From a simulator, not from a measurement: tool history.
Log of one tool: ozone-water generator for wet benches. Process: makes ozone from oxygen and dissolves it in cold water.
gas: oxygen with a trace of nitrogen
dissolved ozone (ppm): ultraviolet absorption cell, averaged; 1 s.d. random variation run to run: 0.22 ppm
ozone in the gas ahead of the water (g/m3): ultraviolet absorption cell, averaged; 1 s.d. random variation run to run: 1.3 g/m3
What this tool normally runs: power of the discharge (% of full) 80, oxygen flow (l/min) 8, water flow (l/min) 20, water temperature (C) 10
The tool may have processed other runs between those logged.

run	hour	power of the discharge (% of full)	oxygen flow (l/min)	water flow (l/min)	water temperature (C)	dissolved ozone (ppm)	ozone in the gas ahead of the water (g/m3)
1	0	80	8	20	10	30.9	226.3
2	46.5	80	8	15	10	37	228.2
3	83.2	80	4.02	15	10	37.8	331.3
4	108.3	80	4.02	15	10	37.7	335
5	139.4	80	4.69	20	10	30.1	305.5
6	181.7	80	4.69	20	10	30.2	302.1
7	229.4	80	4.69	20	10	30.3	304.4
8	251.3	80	4.69	20	10	30.1	304.5
9	298.3	80	4.69	20	10	30.2	302.1
# hour 305.1: contactor cleaned
10	341.5	80	8	20	10	30	224.8
11	382.2	80	8	20	10	29.6	228.6
12	425.5	80	8	20	10	29.7	224.9
# hour 451.9: contactor cleaned, once more
13	461.4	54	10.71	23	10	21.3	140.9
14	496.8	80	7.27	20	10	32	236.4
15	534.5	70	4.74	14	7	39.2	270.6
16	556.2	50	8	20	18	19.3	157.9
17	599.4	50	8	20	18	19.5	156.8
18	625.4	52	8	20	9	23.3	164.3
19	664.8	50	8	21	13	20.3	157.8
20	689.6	40	8.5	18	11	19.9	130.1
21	731.5	45	8	22	10	19.3	145.9
22	751.5	78	10.14	12	13	37.4	193.8
23	771	78	10.14	12	13	37.3	192.4

Estimate the outcome of run 24 from the log above:
24	803.2	44	7.89	14	5	?	?

{"run 24": {"dissolved ozone (ppm)": 27.5, "ozone in the gas ahead of the water (g/m3)": 145.9}}
Had the tool carried no hidden state, the very same run would have given dissolved ozone (ppm) 28.1, ozone in the gas ahead of the water (g/m3) 148.7.
